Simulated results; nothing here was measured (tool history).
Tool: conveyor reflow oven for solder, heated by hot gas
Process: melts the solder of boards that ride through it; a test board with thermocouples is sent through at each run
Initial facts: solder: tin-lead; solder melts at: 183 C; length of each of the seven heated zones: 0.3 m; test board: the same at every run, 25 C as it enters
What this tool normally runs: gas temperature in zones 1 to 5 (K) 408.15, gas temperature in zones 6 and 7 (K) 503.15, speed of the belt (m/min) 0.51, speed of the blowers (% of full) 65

run    day  gas temperature in zones 1 to 5 (K)  gas temperature in zones 6 and 7 (K)  speed of the belt (m/min)  speed of the blowers (% of full)  highest temperature of the board (K)  time above the solder's melting point (s)
  1      0                               408.15                                503.15                       0.51                                65                                482.05                                       43.7
  2  0.458                               408.15                                503.15                       0.51                                65                                481.85                                       43.5
  3  0.829                               408.15                                503.15                       0.51                                65                                482.05                                       43.4
  4  1.221                               408.15                                503.15                       0.51                                65                                481.75                                       43.3
  5  1.429                               408.15                                503.15                       0.51                                83                                486.45                                       48.9
  6  1.792                               397.15                                503.15                       0.51                                65                                479.05                                       37.8
  7  2.229                               397.15                                503.15                       0.51                                65                                479.45                                       37.7
  8  2.433                               408.15                                503.15                       0.51                                65                                481.75                                       43.7
  9  2.729                               408.15                                508.15                       0.51                                65                                485.65                                       47.2
 10  3.021                               408.15                                508.15                       0.51                                65                                485.75                                         47
     3.262  -- flux residue cleaned out of gas plates and filters
 11  3.479                               408.15                                508.15                       0.51                                65                                484.45                                       46.1
 12  3.921                               396.15                                503.15                       0.51                                65                                477.65                                       35.7
     4.196  -- flux residue cleaned out of gas plates and filters, once more
 13  4.521                               408.15                                503.15                       0.51                                65                                483.05                                       45.2
 14  4.738                               408.15                                503.15                       0.51                                65                                483.35                                       45.7
 15  5.117                               417.15                                503.15                      0.591                                65                                480.15                                       37.1
 16  5.442                               417.15                                503.15                      0.591                                61                                478.45                                       36.3
 17  5.738                               401.15                                512.15                      0.414                                65                                496.55                                       67.5
 18  6.062                               397.15                                503.15                      0.565                                65                                476.45                                       30.6
 19  6.488                               413.15                                503.15                      0.565                                52                                475.45                                       33.5
 20  6.696                               413.15                                505.15                      0.565                                52                                477.25                                       34.3
 21  7.042                               394.15                                499.15                      0.436                                65                                482.65                                       48.3
 22  7.304                               403.15                                508.15                       0.49                                81                                492.15                                       53.5
 23   7.75                               396.15                                499.15                       0.49                                89                                484.85                                       46.5
 24  8.054                               402.15                                503.15                       0.51                                65                                481.55                                       41.9
 25  8.488                               402.15                                503.15                       0.51                                65                                481.65                                       41.6

Here are 4 independent what-if runs from the current tool condition. What would each one return?
  A  8.875                               402.15                                503.15                      0.494                                65                                     ?                                          ?
  B  8.875                               402.15                                503.15                       0.51                                67                                     ?                                          ?
  C  8.875                               414.15                                503.15                       0.52                                65                                     ?                                          ?
  D  8.875                               402.15                                501.15                      0.555                                65                                     ?                                          ?

run  highest temperature of the board (K)  time above the solder's melting point (s)
  A                                482.95                                       44.6
  B                                482.25                                       41.7
  C                                483.75                                       46.3
  D                                477.05                                       32.8
Without the tool's hidden state the same runs would have given:
run  highest temperature of the board (K)  time above the solder's melting point (s)
  A                                481.45                                         43
  B                                480.85                                       40.2
  C                                482.35                                       44.8
  D                                475.65                                       31.3
